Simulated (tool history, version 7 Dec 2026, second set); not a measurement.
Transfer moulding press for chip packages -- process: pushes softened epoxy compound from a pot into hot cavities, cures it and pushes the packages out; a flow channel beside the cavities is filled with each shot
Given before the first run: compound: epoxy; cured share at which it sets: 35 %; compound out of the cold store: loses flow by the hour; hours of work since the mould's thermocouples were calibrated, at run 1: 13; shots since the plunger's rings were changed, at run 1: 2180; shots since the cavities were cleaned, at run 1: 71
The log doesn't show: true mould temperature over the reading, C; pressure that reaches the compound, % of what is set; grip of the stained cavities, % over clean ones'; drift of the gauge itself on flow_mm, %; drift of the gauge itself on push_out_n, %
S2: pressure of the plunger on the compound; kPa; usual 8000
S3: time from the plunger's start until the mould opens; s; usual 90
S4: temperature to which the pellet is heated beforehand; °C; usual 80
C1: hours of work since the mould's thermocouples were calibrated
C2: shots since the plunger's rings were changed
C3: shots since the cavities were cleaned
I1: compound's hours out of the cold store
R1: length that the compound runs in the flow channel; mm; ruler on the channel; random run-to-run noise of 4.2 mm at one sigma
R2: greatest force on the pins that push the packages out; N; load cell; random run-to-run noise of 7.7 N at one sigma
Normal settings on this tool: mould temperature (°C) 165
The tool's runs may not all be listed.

run 1 hour=0.0 | mould_temperature_(°C)=165 S2=8000 S3=90 S4=80 | C1=13 C2=2180 C3=71 | I1=31.8 | R1=594 R2=384
run 2 hour=25.4 | mould_temperature_(°C)=165 S2=6280 S3=90 S4=80 | C1=23 C2=2375 C3=266 | I1=10.5 | R1=541 R2=486
run 3 hour=70.2 | mould_temperature_(°C)=165 S2=6280 S3=90 S4=80 | C1=42 C2=2719 C3=610 | I1=9.1 | R1=544 R2=581
-- hour=88.7 cavities cleaned with cleaning compound and waxed
run 4 hour=114.0 | mould_temperature_(°C)=165 S2=8000 S3=90 S4=80 | C1=60 C2=3043 C3=194 | I1=25.7 | R1=586 R2=425
run 5 hour=155.3 | mould_temperature_(°C)=165 S2=8000 S3=90 S4=80 | C1=77 C2=3360 C3=511 | I1=22.8 | R1=585 R2=527
-- hour=187.8 cavities cleaned with cleaning compound and waxed
run 6 hour=196.2 | mould_temperature_(°C)=165 S2=8000 S3=90 S4=80 | C1=94 C2=3662 C3=65 | I1=19.6 | R1=600 R2=365
run 7 hour=234.3 | mould_temperature_(°C)=165 S2=8000 S3=90 S4=80 | C1=110 C2=3954 C3=357 | I1=18.6 | R1=587 R2=505
run 8 hour=255.7 | mould_temperature_(°C)=165 S2=6710 S3=90 S4=80 | C1=119 C2=4118 C3=521 | I1=33.8 | R1=517 R2=568
-- hour=284.8 cavities cleaned with cleaning compound and waxed
run 9 hour=284.8 | mould_temperature_(°C)=165 S2=6710 S3=90 S4=80 | C1=131 C2=4330 C3=0 | I1=14.7 | R1=537 R2=333
-- hour=300.8 plunger's sealing rings changed
run 10 hour=334.6 | mould_temperature_(°C)=165 S2=6710 S3=90 S4=80 | C1=151 C2=260 C3=363 | I1=10.6 | R1=587 R2=519
run 11 hour=371.9 | mould_temperature_(°C)=165 S2=6710 S3=90 S4=80 | C1=166 C2=546 C3=649 | I1=47.5 | R1=534 R2=587
-- hour=386.6 cavities cleaned with cleaning compound and waxed
run 12 hour=397.4 | mould_temperature_(°C)=165 S2=6710 S3=90 S4=80 | C1=176 C2=730 C3=83 | I1=41.6 | R1=537 R2=380
run 13 hour=430.8 | mould_temperature_(°C)=165 S2=8000 S3=90 S4=80 | C1=190 C2=986 C3=339 | I1=39.2 | R1=590 R2=505
run 14 hour=480.6 | mould_temperature_(°C)=165 S2=6560 S3=90 S4=80 | C1=211 C2=1368 C3=721 | I1=26.2 | R1=547 R2=599
-- hour=485.2 cavities cleaned with cleaning compound and waxed
run 15 hour=527.5 | mould_temperature_(°C)=165 S2=6560 S3=90 S4=80 | C1=231 C2=1716 C3=324 | I1=17.8 | R1=553 R2=526
run 16 hour=556.6 | mould_temperature_(°C)=162 S2=6030 S3=114 S4=89 | C1=243 C2=1939 C3=547 | I1=32.9 | R1=515 R2=495
-- hour=583.7 cavities cleaned with cleaning compound and waxed
run 17 hour=607.8 | mould_temperature_(°C)=165 S2=8000 S3=91 S4=80 | C1=264 C2=2320 C3=185 | I1=10.6 | R1=618 R2=464
run 18 hour=646.1 | mould_temperature_(°C)=165 S2=6290 S3=77 S4=80 | C1=280 C2=2614 C3=479 | I1=40.6 | R1=503 R2=735
-- hour=682.1 cavities cleaned with cleaning compound and waxed
run 19 hour=682.1 | mould_temperature_(°C)=165 S2=6290 S3=99 S4=81 | C1=294 C2=2879 C3=0 | I1=24.5 | R1=522 R2=298
run 20 hour=706.9 | mould_temperature_(°C)=165 S2=6290 S3=99 S4=81 | C1=305 C2=3069 C3=190 | I1=40.5 | R1=504 R2=386
run 21 hour=757.2 | mould_temperature_(°C)=169 S2=8580 S3=108 S4=80 | C1=326 C2=3455 C3=576 | I1=23.6 | R1=596 R2=447
-- hour=779.8 cavities cleaned with cleaning compound and waxed
run 22 hour=805.2 | mould_temperature_(°C)=168 S2=8580 S3=96 S4=80 | C1=346 C2=3811 C3=195 | I1=35.6 | R1=578 R2=368
run 23 hour=835.8 | mould_temperature_(°C)=168 S2=8580 S3=96 S4=80 | C1=358 C2=4046 C3=430 | I1=9.3 | R1=609 R2=433
-- hour=879.0 cavities cleaned with cleaning compound and waxed
run 24 hour=879.0 | mould_temperature_(°C)=168 S2=8580 S3=96 S4=80 | C1=376 C2=4365 C3=0 | I1=37.9 | R1=574 R2=267
-- hour=892.4 plunger's sealing rings changed
run 25 hour=916.7 | mould_temperature_(°C)=164 S2=8000 S3=90 S4=79 | C1=391 C2=186 C3=270 | I1=46.1 | R1=592 R2=482
run 26 hour=939.5 | mould_temperature_(°C)=165 S2=8850 S3=80 S4=80 | C1=400 C2=361 C3=445 | I1=14.0 | R1=662 R2=655
-- hour=981.2 cavities cleaned with cleaning compound and waxed
run 27 hour=982.2 | mould_temperature_(°C)=165 S2=8000 S3=78 S4=80 | C1=418 C2=677 C3=7 | I1=44.0 | R1=584 R2=417

Each row is a separate what-if for the run after 27, all from the same tool condition, not one after another. Results?
run A hour=1025.7 | mould_temperature_(°C)=165 S2=9710 S3=90 S4=80 | C1=436 C2=1011 C3=341 | I1=46.7 | R1=? R2=?
run B hour=1025.7 | mould_temperature_(°C)=168 S2=6030 S3=78 S4=80 | C1=436 C2=1011 C3=341 | I1=42.1 | R1=? R2=?
run C hour=1025.7 | mould_temperature_(°C)=165 S2=7690 S3=78 S4=80 | C1=436 C2=1011 C3=341 | I1=34.7 | R1=? R2=?

run=A R1=651 R2=491
run=B R1=497 R2=499
run=C R1=583 R2=637
With the hidden condition removed and each run's random variation left untouched, the same runs would have given:
run=A R1=668 R2=327
run=B R1=510 R2=333
run=C R1=598 R2=430
